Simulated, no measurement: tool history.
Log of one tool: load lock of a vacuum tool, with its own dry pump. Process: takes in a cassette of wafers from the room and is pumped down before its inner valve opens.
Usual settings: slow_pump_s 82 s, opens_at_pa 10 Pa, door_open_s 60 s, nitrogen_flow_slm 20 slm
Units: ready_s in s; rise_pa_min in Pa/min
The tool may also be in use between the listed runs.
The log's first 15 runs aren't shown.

run     hour  slow_pump_s  opens_at_pa  door_open_s  nitrogen_flow_slm  hours that the pump has run since its overhaul  times that the door has closed on its seal  incoming humidity of the room's air, %  ready_s  rise_pa_min
 16   7352.4           82           10          189                 20                                           20816                                        5103                                    44.6    171.3        0.066
 17   7895.6           54           10           60                 20                                           21360                                        6002                                    43.1    151.0        0.034
 18   8260.2           54           10           60                 10                                           21724                                        6605                                    47.7    153.0        0.049
 19   8957.6           60           19          161                 20                                           22422                                        7759                                    42.2    147.6        0.062
 20   9425.3           89           10           60                 40                                           22889                                        8532                                    43.0    178.6        0.029
 21   9713.2          130            8           60                  7                                           23177                                        9008                                    45.0    214.4        0.061
 22  10240.5           86           10           46                 24                                           23705                                        9881                                    48.8    176.3        0.045
     10594.9  -- dry pump taken out, an overhauled one fitted
 23  10627.0           72            9          109                  5                                              32                                       10510                                    46.1    159.9        0.101
 24  11326.3           46            9          109                 20                                             731                                       11667                                    44.8    138.2        0.064
 25  11901.0           46            9          109                 20                                            1306                                       12617                                    45.1    139.2        0.069
 26  12307.9           82           10           60                 40                                            1713                                       13290                                    47.2    167.5        0.051
 27  12744.9           42           16           60                 20                                            2150                                       14013                                    44.1    128.2        0.058
 28  13326.3           42           16           60                 20                                            2731                                       14975                                    47.4    129.0        0.069
 29  13717.5           82            8           28                 20                                            3123                                       15622                                    41.6    168.6        0.055
 30  14403.2           82            8          136                  9                                            3808                                       16756                                    45.7    168.4        0.115

The next listed run, before its measurement:
 31  15030.1           97           14          136                  9                                            4435                                       17793                                    42.9        ?            ?

Run 31 gave ready_s 173.9 s, rise_pa_min 0.121 Pa/min.
Without the tool's hidden state the same run would have given ready_s 171.9 s, rise_pa_min 0.065 Pa/min.

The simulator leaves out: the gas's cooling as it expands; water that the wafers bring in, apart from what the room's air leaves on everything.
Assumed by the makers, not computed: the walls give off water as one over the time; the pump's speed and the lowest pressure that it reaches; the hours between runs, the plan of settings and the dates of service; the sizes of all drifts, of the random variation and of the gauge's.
